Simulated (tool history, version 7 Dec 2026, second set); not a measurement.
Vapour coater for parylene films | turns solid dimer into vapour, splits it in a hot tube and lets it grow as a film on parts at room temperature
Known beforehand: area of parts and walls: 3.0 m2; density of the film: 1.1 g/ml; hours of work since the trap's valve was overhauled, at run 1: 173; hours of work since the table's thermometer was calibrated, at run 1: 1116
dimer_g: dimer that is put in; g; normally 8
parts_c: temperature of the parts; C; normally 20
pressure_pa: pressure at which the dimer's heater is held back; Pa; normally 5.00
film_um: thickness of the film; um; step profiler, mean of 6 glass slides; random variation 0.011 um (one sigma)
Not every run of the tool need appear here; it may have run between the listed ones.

| run | hour | dimer_g | parts_c | pressure_pa | hours of work since the trap's valve was overhauled | hours of work since the table's thermometer was calibrated | film_um |
|---|---|---|---|---|---|---|---|
| 1 | 0.0 | 8 | 20 | 5.00 | 173 | 1116 | 1.49 |
|  | 53.1 | trap's valve overhauled |
| 2 | 55.2 | 8 | 20 | 5.00 | 1 | 1151 | 1.36 |
| 3 | 88.9 | 8 | 13 | 5.00 | 25 | 1174 | 1.65 |
| 4 | 119.0 | 8 | 13 | 5.00 | 45 | 1195 | 1.64 |
| 5 | 143.7 | 8 | 13 | 5.00 | 62 | 1212 | 1.63 |
| 6 | 179.1 | 8 | 13 | 5.00 | 87 | 1236 | 1.58 |
| 7 | 200.9 | 9 | 13 | 5.00 | 102 | 1251 | 1.77 |
| 8 | 230.2 | 7 | 20 | 10.58 | 122 | 1272 | 1.05 |
| 9 | 261.7 | 7 | 20 | 10.58 | 144 | 1293 | 1.05 |
| 10 | 300.0 | 7 | 20 | 10.58 | 170 | 1320 | 1.04 |
| 11 | 350.1 | 7 | 20 | 10.58 | 205 | 1354 | 1.02 |

Pick out some run-to-run changes in film_um. Of each, how much would a tool without hidden state show as well, from the settings, what came in and chance, and how much is left for the hidden state and any gauge scatter not in both results compared?
Hidden state at play: vapour lost through the trap's worn valve, %; true temperature of the parts over the reading, C; drift of the gauge itself on film_um, %.
Run 7 -> 8: dimer_g 9 -> 7, parts_c 13 -> 20, pressure_pa 5.00 -> 10.58. film_um -0.72 um: hidden state +0.15, all else -0.87.
